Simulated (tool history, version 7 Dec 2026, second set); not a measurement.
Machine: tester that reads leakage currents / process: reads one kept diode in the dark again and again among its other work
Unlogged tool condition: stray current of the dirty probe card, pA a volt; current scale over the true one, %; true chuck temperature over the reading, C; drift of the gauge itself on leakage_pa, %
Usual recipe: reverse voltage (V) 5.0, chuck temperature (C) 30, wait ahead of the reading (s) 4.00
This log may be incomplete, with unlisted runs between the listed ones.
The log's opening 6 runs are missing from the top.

run,hour,reverse voltage (V),chuck temperature (C),wait ahead of the reading (s),hours of work since the probe card was cleaned,hours of work since the tester was calibrated,hours of work since the chuck was calibrated,current that the tester gives (pA)
7,1336.8,5.0,30,4.00,1225,331,1395,73.89
8,1551.9,5.0,30,4.00,1344,449,1513,74.03
9,1685.4,5.0,30,4.00,1417,522,1587,74.41
10,1811.4,5.0,30,4.00,1486,592,1656,75.18
11,2034.8,5.0,30,4.00,1609,714,1779,76.01
12,2248.9,5.0,30,4.00,1727,832,1897,76.75
# hour 2447.3: chuck's temperature calibrated
13,2466.1,5.0,30,2.41,1845,951,10,75.49
14,2754.1,5.0,30,2.41,2004,1109,169,75.51
15,2944.4,5.0,30,2.41,2108,1214,273,76.17
16,3086.4,5.0,30,2.41,2187,1292,352,76.74
17,3324.3,5.0,30,2.41,2317,1423,482,77.72
18,3494.9,5.0,30,4.22,2411,1517,576,77.97
19,3781.5,5.0,30,4.22,2569,1674,734,78.78
# hour 3972.8: probe card cleaned and baked
20,3995.3,5.0,30,4.00,12,1790,850,68.05
21,4230.2,5.0,30,4.00,142,1919,979,68.68

The next listed run, before its measurement:
22,4478.8,9.9,30,7.29,278,2056,1116,?

{"run 22": {"current that the tester gives (pA)": 98.85}}
Were there no unlogged condition in the tool, this run, its random variation unchanged, would have produced current that the tester gives (pA) 94.04.

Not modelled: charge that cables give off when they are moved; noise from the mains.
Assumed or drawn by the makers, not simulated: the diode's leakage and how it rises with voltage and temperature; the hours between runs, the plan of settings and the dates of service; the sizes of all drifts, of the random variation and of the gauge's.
